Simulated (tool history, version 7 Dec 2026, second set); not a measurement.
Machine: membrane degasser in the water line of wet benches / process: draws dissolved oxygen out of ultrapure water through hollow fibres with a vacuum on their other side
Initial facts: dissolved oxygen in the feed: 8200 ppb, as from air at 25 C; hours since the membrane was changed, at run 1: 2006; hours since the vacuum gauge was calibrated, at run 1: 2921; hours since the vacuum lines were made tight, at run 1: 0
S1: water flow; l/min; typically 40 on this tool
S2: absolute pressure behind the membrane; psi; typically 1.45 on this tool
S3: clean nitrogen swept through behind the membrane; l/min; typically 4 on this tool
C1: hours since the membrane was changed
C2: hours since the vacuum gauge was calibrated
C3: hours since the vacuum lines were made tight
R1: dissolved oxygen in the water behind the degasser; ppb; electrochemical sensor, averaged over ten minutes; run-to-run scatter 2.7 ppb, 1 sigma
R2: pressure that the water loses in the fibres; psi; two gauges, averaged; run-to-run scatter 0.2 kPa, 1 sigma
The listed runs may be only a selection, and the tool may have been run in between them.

run      day  S1    S2    S3    C1    C2    C3     R1     R2
  1        0  40  1.45     4  2006  2921     0    280   6.82
  2   11.912  40  1.45     4  2292  3207   286  283.3  6.914
  3   24.104  40   2.1     4  2585  3500   578    379  6.908
  4   38.133  40  3.61     4  2921  3837   915  600.5  6.963
  5    48.15  40  3.61     4  3162  4077  1156  605.7  7.014
  6   59.442  40  3.61     4  3433  4348  1427  614.6   7.02
  7   73.242  40  3.61     4  3764  4679  1758  613.6  7.039
  8   80.492  40  3.61     4  3938  4853  1932    618  7.075
  9   92.154  40  3.61     4  4218  5133  2212  625.2  7.063
 10   99.033  29  2.12  7.54  4383  5298  2377  168.9  5.188
 11  105.038  48  1.17   3.6  4527  5442  2521  361.6  8.472

Run 12 has not been measured yet. What should we expect?
 12  117.575  32  0.9  2.51  4828  5743  2822   ?   ?

R1: 176.7 ppb
R2: 5.67 psi
Were there no unlogged condition in the tool, this run, its random variation unchanged, would have produced R1 145.6 ppb, R2 5.361 psi.
